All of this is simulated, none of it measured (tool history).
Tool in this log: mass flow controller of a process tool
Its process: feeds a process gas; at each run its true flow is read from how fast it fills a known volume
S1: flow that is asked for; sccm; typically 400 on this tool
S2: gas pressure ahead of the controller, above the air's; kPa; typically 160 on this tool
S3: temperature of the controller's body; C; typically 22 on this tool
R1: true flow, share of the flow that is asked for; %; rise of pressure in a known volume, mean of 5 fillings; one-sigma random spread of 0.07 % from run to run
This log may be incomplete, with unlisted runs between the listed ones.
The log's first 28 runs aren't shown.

Run 29, day 134.6: usual settings but S1 73 sccm, S2 249 kPa, S3 21 C. Result: R1 96.13 %.
Run 30, day 141.333: usual settings but S2 275 kPa, S3 30 C. Result: R1 99.71 %.
Run 31, day 146.558: usual settings but S1 145 sccm, S2 209 kPa, S3 25 C. Result: R1 97.81 %.
Run 32, day 150.229: usual settings but S1 199 sccm, S2 198 kPa. Result: R1 98.12 %.
Run 33, day 156.817: usual settings but S1 190 sccm, S2 251 kPa, S3 25 C. Result: R1 97.9 %.
Run 34, day 160.671: usual settings but S2 179 kPa, S3 37 C. Result: R1 100.92 %.
Run 35, day 164.283: usual settings but S1 199 sccm, S2 232 kPa, S3 37 C. Result: R1 99.23 %.
Run 36, day 168.129: usual settings but S2 241 kPa, S3 37 C. Result: R1 100.7 %.
Run 37, day 171.925: usual settings but S2 177 kPa. Result: R1 99.49 %.
Run 38, day 174.958: usual settings but S1 310 sccm, S2 198 kPa, S3 38 C. Result: R1 100.29 %.

5 options for the next run, each taken on its own from the tool as it stands now. Forecast them:
Run A, day 179.179: usual settings but S1 376 sccm, S2 210 kPa. Result: R1 ?.
Run B, day 179.179: usual settings but S1 230 sccm, S2 156 kPa, S3 21 C. Result: R1 ?.
Run C, day 179.179: usual settings but S1 135 sccm, S2 198 kPa, S3 38 C. Result: R1 ?.
Run D, day 179.179: usual settings but S1 310 sccm, S2 182 kPa, S3 21 C. Result: R1 ?.
Run E, day 179.179: usual settings but S3 36 C. Result: R1 ?.

run      R1
  A    99.3
  B   98.34
  C   98.82
  D   98.75
  E  101.01
Take away the tool's hidden state, keep each run's random variation, and the runs would have read:
run      R1
  A   98.99
  B   98.22
  C   99.03
  D   98.51
  E  100.68

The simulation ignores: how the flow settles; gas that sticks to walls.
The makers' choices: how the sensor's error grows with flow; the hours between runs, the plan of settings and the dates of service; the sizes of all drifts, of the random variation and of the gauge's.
